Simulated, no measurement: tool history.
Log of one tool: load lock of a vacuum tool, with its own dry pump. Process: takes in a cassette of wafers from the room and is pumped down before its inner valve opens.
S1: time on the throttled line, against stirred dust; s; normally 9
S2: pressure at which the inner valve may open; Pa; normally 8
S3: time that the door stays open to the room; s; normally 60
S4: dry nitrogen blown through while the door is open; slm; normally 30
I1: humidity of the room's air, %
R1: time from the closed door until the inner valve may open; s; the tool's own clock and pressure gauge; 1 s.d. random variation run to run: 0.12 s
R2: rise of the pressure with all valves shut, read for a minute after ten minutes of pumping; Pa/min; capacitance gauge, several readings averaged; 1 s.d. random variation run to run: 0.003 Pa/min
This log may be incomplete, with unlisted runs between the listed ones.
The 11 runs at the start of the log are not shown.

run,hour,S1,S2,S3,S4,I1,R1,R2
12,1677.7,9,8,73,30,44.6,18,0.044
13,1847.5,9,8,73,30,43.3,18,0.045
14,1995.4,9,8,60,30,45.1,18.2,0.041
15,2150.9,9,8,60,30,42.3,18,0.039
16,2284.5,9,8,60,30,43.7,18,0.045
17,2477.7,5,15,38,5,44.4,14.2,0.058
18,2570.3,9,8,54,6,48.5,17.9,0.068
19,2759.4,9,8,54,6,45.5,18.1,0.065
20,2929.3,9,10,60,5,45.5,17.9,0.073
21,3118.6,9,12,68,6,44.9,17.6,0.065
22,3224.3,9,12,157,6,44.2,17.6,0.088
23,3410.7,9,12,157,5,46,17.4,0.103
24,3567.7,7,12,60,30,44.4,15.8,0.039
25,3682.1,5,12,60,30,42.8,14.7,0.04
26,3791.6,5,12,60,30,46.3,14.7,0.046
27,3899,9,8,62,14,43,17.8,0.056
28,4008.1,9,8,62,14,49,18.1,0.054
29,4172,9,12,94,14,45.2,17.4,0.068
30,4323.5,9,12,94,14,44.8,17.6,0.066
31,4446,10,11,94,14,47.4,18.2,0.062

5 options for the next run, each taken on its own from the tool as it stands now. Forecast them:
A,4632.8,10,9,94,14,46.8,?,?
B,4632.8,8,11,44,30,44.8,?,?
C,4632.8,10,11,70,13,45,?,?
D,4632.8,4,13,94,14,42.9,?,?
E,4632.8,9,16,60,30,44.3,?,?

run,R1,R2
A,18.6,0.063
B,17,0.036
C,18.2,0.06
D,13.9,0.057
E,16.9,0.039
Had the tool no hidden state, the same runs would have come out as:
run,R1,R2
A,18.6,0.061
B,17,0.034
C,18.1,0.058
D,13.9,0.055
E,16.9,0.037
